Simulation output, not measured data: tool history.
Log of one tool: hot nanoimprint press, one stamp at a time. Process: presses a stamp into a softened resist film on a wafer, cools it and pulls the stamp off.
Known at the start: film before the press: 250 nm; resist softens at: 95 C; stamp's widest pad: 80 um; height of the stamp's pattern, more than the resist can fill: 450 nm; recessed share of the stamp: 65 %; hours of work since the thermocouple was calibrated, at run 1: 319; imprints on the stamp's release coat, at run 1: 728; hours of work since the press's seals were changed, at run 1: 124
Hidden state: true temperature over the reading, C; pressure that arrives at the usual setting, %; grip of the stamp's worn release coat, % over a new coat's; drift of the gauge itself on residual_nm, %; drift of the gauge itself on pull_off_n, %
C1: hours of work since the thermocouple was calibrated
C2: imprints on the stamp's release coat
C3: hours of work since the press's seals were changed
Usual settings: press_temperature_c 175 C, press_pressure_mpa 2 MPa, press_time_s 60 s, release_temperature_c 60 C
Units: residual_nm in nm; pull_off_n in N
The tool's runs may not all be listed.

Run 1, hour 0: usual settings; C1 319; C2 728; C3 124. Result: residual_nm 133.7 nm, pull_off_n 157 N.
Run 2, hour 13: usual settings; C1 328; C2 797; C3 134. Result: residual_nm 132.8 nm, pull_off_n 156 N.
Run 3, hour 29.1: usual settings; C1 339; C2 883; C3 145. Result: residual_nm 134.2 nm, pull_off_n 160 N.
Run 4, hour 43.2: usual settings; C1 349; C2 958; C3 155. Result: residual_nm 135.2 nm, pull_off_n 163 N.
Run 5, hour 52.9: usual settings but press_pressure_mpa 3.03 MPa; C1 356; C2 1010; C3 162. Result: residual_nm 110.5 nm, pull_off_n 160 N.
Run 6, hour 66.9: usual settings; C1 366; C2 1085; C3 171. Result: residual_nm 133 nm, pull_off_n 162 N.
Run 7, hour 78: usual settings; C1 374; C2 1144; C3 179. Result: residual_nm 135.8 nm, pull_off_n 172 N.
Run 8, hour 95.1: usual settings; C1 386; C2 1235; C3 191. Result: residual_nm 134.5 nm, pull_off_n 165 N.
Run 9, hour 112.1: usual settings; C1 398; C2 1326; C3 203. Result: residual_nm 136.2 nm, pull_off_n 171 N.
At hour 124.4: plate thermocouple calibrated.
Run 10, hour 124.4: usual settings but press_time_s 43 s; C1 0; C2 1377; C3 210. Result: residual_nm 153.7 nm, pull_off_n 172 N.
Run 11, hour 139.6: usual settings; C1 11; C2 1458; C3 220. Result: residual_nm 138.9 nm, pull_off_n 181 N.
Run 12, hour 150.6: usual settings; C1 18; C2 1516; C3 228. Result: residual_nm 139.1 nm, pull_off_n 177 N.
At hour 165.2: stamp cleaned and given a new release coat.
Run 13, hour 171.5: usual settings; C1 29; C2 34; C3 239. Result: residual_nm 139.4 nm, pull_off_n 151 N.
Run 14, hour 181.7: usual settings but press_temperature_c 164 C, press_time_s 40 s; C1 36; C2 88; C3 246. Result: residual_nm 209.7 nm, pull_off_n 153 N.
Run 15, hour 192.2: usual settings but press_temperature_c 164 C, press_time_s 105 s; C1 43; C2 144; C3 253. Result: residual_nm 176.4 nm, pull_off_n 145 N.
Run 16, hour 208.1: usual settings but press_temperature_c 186 C, press_pressure_mpa 2.05 MPa, press_time_s 50 s, release_temperature_c 49 C; C1 55; C2 230; C3 264. Result: residual_nm 94.7 nm, pull_off_n 188 N.
At hour 212.3: plate thermocouple calibrated, once more.
Run 17, hour 220.7: usual settings but press_temperature_c 168 C, press_pressure_mpa 3.14 MPa, press_time_s 34 s, release_temperature_c 59 C; C1 6; C2 281; C3 271. Result: residual_nm 167.2 nm, pull_off_n 153 N.
Run 18, hour 229.5: usual settings but press_temperature_c 164 C, press_pressure_mpa 2.94 MPa, press_time_s 34 s, release_temperature_c 59 C; C1 12; C2 328; C3 277. Result: residual_nm 191.7 nm, pull_off_n 153 N.
Run 19, hour 238: usual settings but press_temperature_c 164 C, press_pressure_mpa 2.94 MPa, press_time_s 34 s, release_temperature_c 59 C; C1 18; C2 373; C3 283. Result: residual_nm 191.9 nm, pull_off_n 155 N.
Run 20, hour 249: usual settings but press_temperature_c 168 C, press_time_s 35 s; C1 26; C2 432; C3 291. Result: residual_nm 190.2 nm, pull_off_n 150 N.
Run 21, hour 257.8: usual settings but press_temperature_c 177 C, press_time_s 35 s; C1 32; C2 479; C3 297. Result: residual_nm 144.1 nm, pull_off_n 152 N.
Run 22, hour 274.4: usual settings but press_temperature_c 180 C, press_pressure_mpa 3 MPa, press_time_s 63 s, release_temperature_c 50 C; C1 44; C2 567; C3 309. Result: residual_nm 86.7 nm, pull_off_n 191 N.
Run 23, hour 289.9: usual settings but press_temperature_c 180 C, press_pressure_mpa 3 MPa, press_time_s 107 s, release_temperature_c 50 C; C1 55; C2 650; C3 320. Result: residual_nm 69.3 nm, pull_off_n 191 N.

The same runs without the tool's hidden state, with the same run-to-run variation:
run  residual_nm  pull_off_n
  1        128.1         142
  2        127.2         141
  3        128.3         142
  4        129.1         145
  5        104.5         141
  6        126.6         141
  7        129.3         149
  8        127.8         142
  9        129.3         146
 10        142.7         143
 11        127.9         150
 12        127.9         145
 13        128.1         144
 14        200.5         146
 15        163.7         137
 16         86.3         177
 17        164.3         148
 18        189.1         147
 19        189.2         148
 20        187.8         143
 21        141.4         143
 22         84.1         179
 23         67.1         177
